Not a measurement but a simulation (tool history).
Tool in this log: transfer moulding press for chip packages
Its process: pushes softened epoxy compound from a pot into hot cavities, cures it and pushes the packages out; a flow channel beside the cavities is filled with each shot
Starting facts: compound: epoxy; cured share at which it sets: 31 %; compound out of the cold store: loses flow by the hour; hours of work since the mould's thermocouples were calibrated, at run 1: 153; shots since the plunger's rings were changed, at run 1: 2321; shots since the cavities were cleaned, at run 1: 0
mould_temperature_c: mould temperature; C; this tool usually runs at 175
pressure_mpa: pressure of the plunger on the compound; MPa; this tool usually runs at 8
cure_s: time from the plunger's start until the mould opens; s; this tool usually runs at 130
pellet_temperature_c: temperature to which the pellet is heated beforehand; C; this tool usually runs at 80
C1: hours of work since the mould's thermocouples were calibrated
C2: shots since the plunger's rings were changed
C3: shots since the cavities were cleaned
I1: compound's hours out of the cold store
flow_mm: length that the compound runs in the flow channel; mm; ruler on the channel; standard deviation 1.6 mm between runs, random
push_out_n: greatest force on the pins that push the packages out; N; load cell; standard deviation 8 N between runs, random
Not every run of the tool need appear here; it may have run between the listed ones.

{"run": 1, "day": 0.0, "mould_temperature_c": 175, "pressure_mpa": 8, "cure_s": 130, "pellet_temperature_c": 80, "C1": 153, "C2": 2321, "C3": 0, "I1": 11, "flow_mm": 951, "push_out_n": 349}
{"run": 2, "day": 0.521, "mould_temperature_c": 175, "pressure_mpa": 8, "cure_s": 130, "pellet_temperature_c": 80, "C1": 163, "C2": 2472, "C3": 151, "I1": 26.6, "flow_mm": 899, "push_out_n": 409}
{"run": 3, "day": 0.942, "mould_temperature_c": 175, "pressure_mpa": 8, "cure_s": 130, "pellet_temperature_c": 80, "C1": 171, "C2": 2592, "C3": 271, "I1": 12.3, "flow_mm": 948, "push_out_n": 454}
{"run": 4, "day": 1.283, "mould_temperature_c": 175, "pressure_mpa": 8, "cure_s": 130, "pellet_temperature_c": 80, "C1": 178, "C2": 2690, "C3": 369, "I1": 38.8, "flow_mm": 862, "push_out_n": 467}
{"run": 5, "day": 1.858, "mould_temperature_c": 175, "pressure_mpa": 8, "cure_s": 130, "pellet_temperature_c": 80, "C1": 189, "C2": 2856, "C3": 535, "I1": 25.5, "flow_mm": 905, "push_out_n": 530}
{"run": 6, "day": 2.3, "mould_temperature_c": 175, "pressure_mpa": 8, "cure_s": 130, "pellet_temperature_c": 80, "C1": 197, "C2": 2983, "C3": 662, "I1": 33.6, "flow_mm": 875, "push_out_n": 567}
{"run": 7, "day": 2.95, "mould_temperature_c": 175, "pressure_mpa": 6.24, "cure_s": 130, "pellet_temperature_c": 80, "C1": 210, "C2": 3170, "C3": 849, "I1": 30.1, "flow_mm": 782, "push_out_n": 590}
{"run": 8, "day": 3.467, "mould_temperature_c": 177, "pressure_mpa": 8, "cure_s": 130, "pellet_temperature_c": 80, "C1": 219, "C2": 3319, "C3": 998, "I1": 27.1, "flow_mm": 881, "push_out_n": 559}
{"day": 3.708, "done": "cavities cleaned with cleaning compound and waxed"}
{"run": 9, "day": 4.179, "mould_temperature_c": 171, "pressure_mpa": 8, "cure_s": 130, "pellet_temperature_c": 80, "C1": 232, "C2": 3506, "C3": 136, "I1": 21.6, "flow_mm": 935, "push_out_n": 482}
{"run": 10, "day": 4.779, "mould_temperature_c": 171, "pressure_mpa": 8, "cure_s": 114, "pellet_temperature_c": 80, "C1": 243, "C2": 3678, "C3": 308, "I1": 31, "flow_mm": 902, "push_out_n": 757}
{"run": 11, "day": 5.108, "mould_temperature_c": 171, "pressure_mpa": 8, "cure_s": 114, "pellet_temperature_c": 80, "C1": 249, "C2": 3773, "C3": 403, "I1": 36.5, "flow_mm": 885, "push_out_n": 762}
{"run": 12, "day": 5.588, "mould_temperature_c": 177, "pressure_mpa": 8, "cure_s": 130, "pellet_temperature_c": 80, "C1": 259, "C2": 3910, "C3": 540, "I1": 15.5, "flow_mm": 915, "push_out_n": 480}
{"day": 6.104, "done": "plunger's sealing rings changed"}
{"run": 13, "day": 6.238, "mould_temperature_c": 175, "pressure_mpa": 8, "cure_s": 130, "pellet_temperature_c": 80, "C1": 269, "C2": 39, "C3": 698, "I1": 38, "flow_mm": 872, "push_out_n": 549}
{"run": 14, "day": 6.842, "mould_temperature_c": 175, "pressure_mpa": 8, "cure_s": 130, "pellet_temperature_c": 80, "C1": 280, "C2": 212, "C3": 871, "I1": 34.3, "flow_mm": 885, "push_out_n": 579}
{"run": 15, "day": 7.292, "mould_temperature_c": 175, "pressure_mpa": 8, "cure_s": 130, "pellet_temperature_c": 80, "C1": 289, "C2": 341, "C3": 1000, "I1": 18, "flow_mm": 936, "push_out_n": 603}
{"day": 7.504, "done": "cavities cleaned with cleaning compound and waxed"}
{"run": 16, "day": 7.812, "mould_temperature_c": 181, "pressure_mpa": 7.47, "cure_s": 145, "pellet_temperature_c": 87, "C1": 298, "C2": 473, "C3": 88, "I1": 38.1, "flow_mm": 814, "push_out_n": 328}
{"run": 17, "day": 8.333, "mould_temperature_c": 177, "pressure_mpa": 6.22, "cure_s": 147, "pellet_temperature_c": 88, "C1": 308, "C2": 623, "C3": 238, "I1": 13, "flow_mm": 828, "push_out_n": 381}
{"run": 18, "day": 8.712, "mould_temperature_c": 178, "pressure_mpa": 8, "cure_s": 130, "pellet_temperature_c": 80, "C1": 315, "C2": 732, "C3": 347, "I1": 24.9, "flow_mm": 895, "push_out_n": 427}
{"run": 19, "day": 9.146, "mould_temperature_c": 178, "pressure_mpa": 8, "cure_s": 130, "pellet_temperature_c": 80, "C1": 323, "C2": 857, "C3": 472, "I1": 24.2, "flow_mm": 892, "push_out_n": 459}
{"run": 20, "day": 9.683, "mould_temperature_c": 178, "pressure_mpa": 8, "cure_s": 130, "pellet_temperature_c": 80, "C1": 333, "C2": 1011, "C3": 626, "I1": 27.8, "flow_mm": 885, "push_out_n": 510}
{"run": 21, "day": 10.238, "mould_temperature_c": 178, "pressure_mpa": 8, "cure_s": 126, "pellet_temperature_c": 80, "C1": 344, "C2": 1171, "C3": 786, "I1": 42.6, "flow_mm": 839, "push_out_n": 517}
{"run": 22, "day": 10.604, "mould_temperature_c": 178, "pressure_mpa": 8, "cure_s": 126, "pellet_temperature_c": 80, "C1": 351, "C2": 1276, "C3": 891, "I1": 43.5, "flow_mm": 835, "push_out_n": 554}
{"run": 23, "day": 11.083, "mould_temperature_c": 178, "pressure_mpa": 6.09, "cure_s": 126, "pellet_temperature_c": 72, "C1": 360, "C2": 1414, "C3": 1029, "I1": 11.9, "flow_mm": 817, "push_out_n": 558}
{"day": 11.179, "done": "cavities cleaned with cleaning compound and waxed"}
{"run": 24, "day": 11.746, "mould_temperature_c": 175, "pressure_mpa": 9.14, "cure_s": 130, "pellet_temperature_c": 80, "C1": 371, "C2": 1588, "C3": 165, "I1": 39.3, "flow_mm": 921, "push_out_n": 411}
{"run": 25, "day": 12.304, "mould_temperature_c": 171, "pressure_mpa": 7.59, "cure_s": 130, "pellet_temperature_c": 80, "C1": 382, "C2": 1747, "C3": 324, "I1": 19.4, "flow_mm": 921, "push_out_n": 591}
{"run": 26, "day": 12.679, "mould_temperature_c": 173, "pressure_mpa": 7.09, "cure_s": 130, "pellet_temperature_c": 77, "C1": 389, "C2": 1856, "C3": 433, "I1": 23.3, "flow_mm": 866, "push_out_n": 545}
{"run": 27, "day": 13.329, "mould_temperature_c": 173, "pressure_mpa": 7.09, "cure_s": 130, "pellet_temperature_c": 77, "C1": 401, "C2": 2043, "C3": 620, "I1": 37.1, "flow_mm": 824, "push_out_n": 549}
{"run": 28, "day": 13.85, "mould_temperature_c": 182, "pressure_mpa": 6.29, "cure_s": 130, "pellet_temperature_c": 78, "C1": 411, "C2": 2192, "C3": 769, "I1": 47, "flow_mm": 713, "push_out_n": 489}

Below, some changes in flow_mm between adjacent runs. For each, the amount present without the hidden state too (settings, incoming material, random variation) and the amount remaining for the hidden state with gauge scatter not shared by both compared results:
Hidden state at play: true mould temperature over the reading, C; pressure that reaches the compound, % of what is set; grip of the stained cavities, % over clean ones'; drift of the gauge itself on flow_mm, %; drift of the gauge itself on push_out_n, %.
Run 7 -> 8: mould_temperature_c 175 -> 177, pressure_mpa 6.24 -> 8. flow_mm +99 mm: hidden state -3, all else +102.
Run 12 -> 13: mould_temperature_c 177 -> 175, plunger's sealing rings changed. flow_mm -43 mm: hidden state +19, all else -62.
Run 15 -> 16: mould_temperature_c 175 -> 181, pressure_mpa 8 -> 7.47, cure_s 130 -> 145, pellet_temperature_c 80 -> 87, cavities cleaned with cleaning compound and waxed. flow_mm -122 mm: hidden state +2, all else -124.
Run 27 -> 28: mould_temperature_c 173 -> 182, pressure_mpa 7.09 -> 6.29, pellet_temperature_c 77 -> 78. flow_mm -111 mm: hidden state +3, all else -114.
